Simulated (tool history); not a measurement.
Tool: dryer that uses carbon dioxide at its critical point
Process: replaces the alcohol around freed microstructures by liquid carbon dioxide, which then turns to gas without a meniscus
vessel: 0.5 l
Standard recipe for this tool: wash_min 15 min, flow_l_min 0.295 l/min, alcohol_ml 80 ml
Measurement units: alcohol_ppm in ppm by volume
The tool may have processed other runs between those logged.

run,hour,wash_min,flow_l_min,alcohol_ml,alcohol_ppm
1,0.0,15,0.295,80,159
2,10.9,15,0.295,80,165
3,17.9,15,0.295,80,149
4,30.6,15,0.414,80,66
5,44.1,15,0.414,80,66
6,54.6,15,0.414,80,66
7,61.7,15,0.414,80,68
8,70.7,15,0.414,80,72
9,81.5,15,0.414,80,66
10,92.6,15,0.454,80,78
11,99.6,15,0.295,80,168
12,110.8,15,0.368,80,93
13,124.3,15,0.196,80,1289
14,133.6,15,0.222,46,454
15,142.2,12,0.222,46,1192
16,153.9,13,0.295,21,154
17,167.3,13,0.412,47,91
18,177.8,20,0.437,31,77
19,190.6,20,0.437,31,67
20,197.7,18,0.205,66,388
21,210.8,22,0.182,21,128
22,222.0,22,0.182,21,127
# hour 226.8: inlet filter changed
23,235.7,12,0.244,21,291
24,245.6,15,0.295,33,94

Below are 4 alternative next runs, each starting from the tool's condition after run 24. Predict each:
A,257.4,15,0.364,80,?
B,257.4,21,0.380,33,?
C,257.4,15,0.295,80,?
D,257.4,15,0.295,30,?

run,alcohol_ppm
A,88
B,79
C,134
D,102
With no hidden state in the tool, these same runs would have given:
run,alcohol_ppm
A,10
B,4
C,57
D,26

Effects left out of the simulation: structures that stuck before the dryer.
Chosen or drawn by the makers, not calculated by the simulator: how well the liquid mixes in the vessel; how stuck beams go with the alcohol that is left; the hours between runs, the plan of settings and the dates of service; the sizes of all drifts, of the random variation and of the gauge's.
